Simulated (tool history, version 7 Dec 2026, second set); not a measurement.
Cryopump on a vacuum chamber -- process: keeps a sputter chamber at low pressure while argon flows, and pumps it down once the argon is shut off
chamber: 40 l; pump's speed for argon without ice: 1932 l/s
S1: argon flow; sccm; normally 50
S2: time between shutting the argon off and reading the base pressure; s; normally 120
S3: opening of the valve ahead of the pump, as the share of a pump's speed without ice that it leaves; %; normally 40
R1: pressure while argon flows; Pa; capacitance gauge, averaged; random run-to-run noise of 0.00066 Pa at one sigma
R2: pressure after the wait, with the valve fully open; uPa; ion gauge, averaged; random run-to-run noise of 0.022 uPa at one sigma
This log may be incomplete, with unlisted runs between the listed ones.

Run 1, day 0: usual settings. Result: R1 0.1177 Pa, R2 0.75 uPa.
Run 2, day 3.738: usual settings but S1 22 sccm. Result: R1 0.0536 Pa, R2 0.74 uPa.
Run 3, day 7.854: usual settings. Result: R1 0.122 Pa, R2 0.76 uPa.
Run 4, day 11.233: usual settings. Result: R1 0.1268 Pa, R2 0.8 uPa.
Run 5, day 13.946: usual settings but S3 42 %. Result: R1 0.1252 Pa, R2 0.82 uPa.
At day 15.7: pump warmed up, emptied and cooled again.
Run 6, day 18.446: usual settings but S2 43 s, S3 42 %. Result: R1 0.107 Pa, R2 1.66 uPa.
Run 7, day 23.829: usual settings but S2 81 s. Result: R1 0.1163 Pa, R2 0.95 uPa.
Run 8, day 27.871: usual settings but S3 22 %. Result: R1 0.2069 Pa, R2 0.75 uPa.
Run 9, day 30.329: usual settings. Result: R1 0.1189 Pa, R2 0.8 uPa.
Run 10, day 33.596: usual settings. Result: R1 0.1217 Pa, R2 0.81 uPa.
Run 11, day 37.888: usual settings but S2 23 s. Result: R1 0.1257 Pa, R2 3.09 uPa.
Run 12, day 41.129: usual settings but S2 23 s. Result: R1 0.1278 Pa, R2 3.1 uPa.
At day 43.592: pump warmed up, emptied and cooled again.
Run 13, day 44.908: usual settings. Result: R1 0.1111 Pa, R2 0.76 uPa.
Run 14, day 50.329: usual settings. Result: R1 0.114 Pa, R2 0.81 uPa.
Run 15, day 54.746: usual settings. Result: R1 0.1172 Pa, R2 0.86 uPa.
Run 16, day 57.038: usual settings but S1 32 sccm. Result: R1 0.0768 Pa, R2 0.82 uPa.
Run 17, day 60.375: usual settings but S1 32 sccm. Result: R1 0.0773 Pa, R2 0.85 uPa.
Run 18, day 63.733: usual settings but S1 82 sccm, S2 125 s, S3 23 %. Result: R1 0.3358 Pa, R2 0.89 uPa.
Run 19, day 66.162: usual settings but S1 78 sccm. Result: R1 0.1961 Pa, R2 0.93 uPa.
At day 71.3: pump warmed up, emptied and cooled again.
Run 20, day 71.425: usual settings but S1 78 sccm. Result: R1 0.1725 Pa, R2 0.81 uPa.
Run 21, day 75.017: usual settings but S1 63 sccm, S3 47 %. Result: R1 0.1213 Pa, R2 0.81 uPa.
Run 22, day 79.454: usual settings but S1 45 sccm, S3 49 %. Result: R1 0.0853 Pa, R2 0.88 uPa.
Run 23, day 84.854: usual settings but S1 45 sccm, S2 148 s, S3 23 %. Result: R1 0.1807 Pa, R2 0.83 uPa.
Run 24, day 88.533: usual settings but S1 45 sccm, S2 148 s, S3 23 %. Result: R1 0.1836 Pa, R2 0.82 uPa.
Run 25, day 92.725: usual settings but S1 79 sccm, S2 96 s, S3 45 %. Result: R1 0.1783 Pa, R2 1.06 uPa.
Run 26, day 95.479: usual settings but S1 79 sccm, S2 96 s, S3 45 %. Result: R1 0.1829 Pa, R2 1.11 uPa.
At day 99.054: pump warmed up, emptied and cooled again.
Run 27, day 99.788: usual settings but S1 52 sccm, S2 119 s, S3 45 %. Result: R1 0.1026 Pa, R2 0.89 uPa.
Run 28, day 103.354: usual settings but S1 29 sccm, S2 73 s. Result: R1 0.0662 Pa, R2 1.23 uPa.
Run 29, day 107.412: usual settings but S1 29 sccm, S2 73 s. Result: R1 0.0673 Pa, R2 1.31 uPa.
Run 30, day 111.562: usual settings but S1 54 sccm, S2 239 s, S3 59 %. Result: R1 0.0904 Pa, R2 0.66 uPa.
Run 31, day 115.154: usual settings but S1 60 sccm, S2 28 s, S3 43 %. Result: R1 0.1355 Pa, R2 2.65 uPa.
Run 32, day 117.529: usual settings but S1 36 sccm, S2 39 s. Result: R1 0.0897 Pa, R2 2.09 uPa.
Run 33, day 119.867: usual settings but S1 59 sccm, S2 133 s. Result: R1 0.1456 Pa, R2 0.94 uPa.
Run 34, day 124.938: usual settings but S1 59 sccm, S2 133 s. Result: R1 0.1508 Pa, R2 1.04 uPa.

Below are 4 alternative next runs, each starting from the tool's condition after run 34. Predict each:
At day 126.667: pump warmed up, emptied and cooled again.
Run A, day 127.671: usual settings but S1 82 sccm, S3 58 %. Result: R1 ?, R2 ?.
At day 126.667: pump warmed up, emptied and cooled again.
Run B, day 127.671: usual settings but S1 58 sccm, S2 109 s, S3 16 %. Result: R1 ?, R2 ?.
At day 126.667: pump warmed up, emptied and cooled again.
Run C, day 127.671: usual settings but S1 26 sccm, S2 41 s, S3 57 %. Result: R1 ?, R2 ?.
At day 126.667: pump warmed up, emptied and cooled again.
Run D, day 127.671: usual settings but S2 94 s. Result: R1 ?, R2 ?.

run      R1    R2
  A  0.1276  0.91
  B  0.3192  0.99
  C  0.0422  1.89
  D  0.1119  1.11
Stripped of hidden state, with their random variation kept, the same runs would have yielded:
run      R1    R2
  A  0.1239  0.67
  B  0.3166  0.74
  C   0.041  1.65
  D  0.1097  0.86

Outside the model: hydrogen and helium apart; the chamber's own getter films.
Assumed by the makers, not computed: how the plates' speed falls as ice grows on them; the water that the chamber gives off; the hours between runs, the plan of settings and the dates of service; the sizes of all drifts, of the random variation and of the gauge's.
